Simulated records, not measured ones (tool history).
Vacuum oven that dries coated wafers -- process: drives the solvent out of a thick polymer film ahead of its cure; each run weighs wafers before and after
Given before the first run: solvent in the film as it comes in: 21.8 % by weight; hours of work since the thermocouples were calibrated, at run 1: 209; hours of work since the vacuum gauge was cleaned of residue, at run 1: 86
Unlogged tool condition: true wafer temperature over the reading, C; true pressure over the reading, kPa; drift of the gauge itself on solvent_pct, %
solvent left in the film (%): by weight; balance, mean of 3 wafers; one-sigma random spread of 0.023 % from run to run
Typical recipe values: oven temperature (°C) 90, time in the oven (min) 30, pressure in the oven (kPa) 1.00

| run | hour | oven temperature (°C) | time in the oven (min) | pressure in the oven (kPa) | hours of work since the thermocouples were calibrated | hours of work since the vacuum gauge was cleaned of residue | solvent left in the film (%) |
|---|---|---|---|---|---|---|---|
| 1 | 0.0 | 90 | 30 | 1.00 | 209 | 86 | 1.13 |
| 2 | 11.7 | 86 | 30 | 1.00 | 216 | 93 | 1.69 |
| 3 | 19.6 | 86 | 30 | 1.00 | 220 | 97 | 1.67 |
| 4 | 29.9 | 90 | 30 | 1.00 | 225 | 103 | 1.12 |
| 5 | 37.2 | 90 | 30 | 1.00 | 229 | 107 | 1.15 |
| 6 | 43.4 | 90 | 30 | 1.00 | 233 | 110 | 1.11 |
| 7 | 51.7 | 90 | 30 | 1.00 | 237 | 114 | 1.13 |
| 8 | 57.6 | 90 | 30 | 1.00 | 240 | 118 | 1.16 |
| 9 | 66.1 | 97 | 30 | 1.00 | 245 | 122 | 0.55 |
| 10 | 74.1 | 97 | 30 | 1.63 | 249 | 127 | 0.71 |
| 11 | 83.7 | 95 | 30 | 1.00 | 254 | 132 | 0.68 |
| 12 | 94.5 | 84 | 30 | 1.00 | 260 | 138 | 2.03 |
| 13 | 102.7 | 84 | 30 | 1.00 | 265 | 142 | 2.04 |
| 14 | 109.9 | 84 | 30 | 1.00 | 269 | 146 | 2.08 |
| 15 | 120.2 | 84 | 30 | 1.00 | 274 | 152 | 2.01 |
| 16 | 127.2 | 90 | 53 | 1.00 | 278 | 155 | 0.43 |
| 17 | 140.3 | 90 | 53 | 1.00 | 285 | 162 | 0.43 |
| 18 | 151.7 | 90 | 53 | 1.00 | 291 | 169 | 0.41 |
| 19 | 160.3 | 90 | 53 | 1.00 | 296 | 173 | 0.46 |
| 20 | 166.2 | 90 | 53 | 1.18 | 299 | 176 | 0.56 |
| 21 | 174.3 | 90 | 53 | 1.18 | 304 | 181 | 0.54 |
| 22 | 184.7 | 90 | 53 | 1.18 | 309 | 186 | 0.50 |
| 23 | 195.8 | 90 | 32 | 1.18 | 315 | 192 | 1.03 |
| 24 | 205.8 | 90 | 32 | 1.18 | 321 | 198 | 1.03 |
| 25 | 211.7 | 90 | 32 | 1.18 | 324 | 201 | 1.07 |
| 26 | 219.5 | 90 | 32 | 1.18 | 328 | 205 | 1.05 |
| 27 | 227.5 | 90 | 32 | 1.18 | 332 | 210 | 1.05 |
| 28 | 236.6 | 85 | 17 | 1.00 | 337 | 215 | 4.55 |
| 29 | 244.1 | 90 | 32 | 1.00 | 341 | 219 | 0.98 |
| 30 | 250.7 | 90 | 32 | 1.00 | 345 | 222 | 1.00 |
| 31 | 263.2 | 90 | 37 | 1.00 | 352 | 229 | 0.76 |
| 32 | 275.3 | 77 | 19 | 1.00 | 358 | 235 | 6.31 |
| 33 | 283.8 | 90 | 23 | 0.85 | 363 | 240 | 1.91 |
| 34 | 290.6 | 104 | 21 | 1.00 | 366 | 244 | 0.59 |
| 35 | 299.6 | 91 | 21 | 1.90 | 371 | 249 | 2.41 |
| 36 | 308.5 | 81 | 21 | 1.06 | 376 | 253 | 4.45 |
| 37 | 321.2 | 90 | 30 | 1.07 | 383 | 260 | 1.15 |
| 38 | 334.1 | 90 | 30 | 1.07 | 390 | 267 | 1.15 |
| 39 | 341.6 | 90 | 30 | 1.07 | 394 | 271 | 1.13 |
| 40 | 353.5 | 89 | 30 | 2.52 | 401 | 278 | 1.83 |
| 41 | 359.0 | 83 | 30 | 1.00 | 404 | 281 | 2.23 |
| 42 | 370.7 | 96 | 29 | 1.00 | 410 | 287 | 0.68 |
| 43 | 378.6 | 95 | 44 | 1.00 | 414 | 291 | 0.40 |
| 44 | 385.5 | 95 | 44 | 1.00 | 418 | 295 | 0.35 |
| 45 | 394.4 | 90 | 22 | 0.73 | 423 | 300 | 1.98 |
| 46 | 400.0 | 79 | 19 | 0.73 | 426 | 303 | 5.57 |
| 47 | 407.0 | 79 | 19 | 3.54 | 429 | 307 | 6.77 |
| 48 | 419.5 | 90 | 48 | 1.16 | 436 | 314 | 0.54 |

Consider 3 possible next runs. They are alternatives, not a sequence: every one starts from the tool as it was left by run 48. What does each give?
| A | 428.3 | 99 | 48 | 1.90 | 441 | 318 | ? |
| B | 428.3 | 82 | 28 | 1.98 | 441 | 318 | ? |
| C | 428.3 | 90 | 17 | 2.11 | 441 | 318 | ? |

| run | solvent left in the film (%) |
|---|---|
| A | 0.55 |
| B | 3.18 |
| C | 3.69 |
Without the tool's hidden state the same runs would have given:
| run | solvent left in the film (%) |
|---|---|
| A | 0.55 |
| B | 3.18 |
| C | 3.68 |
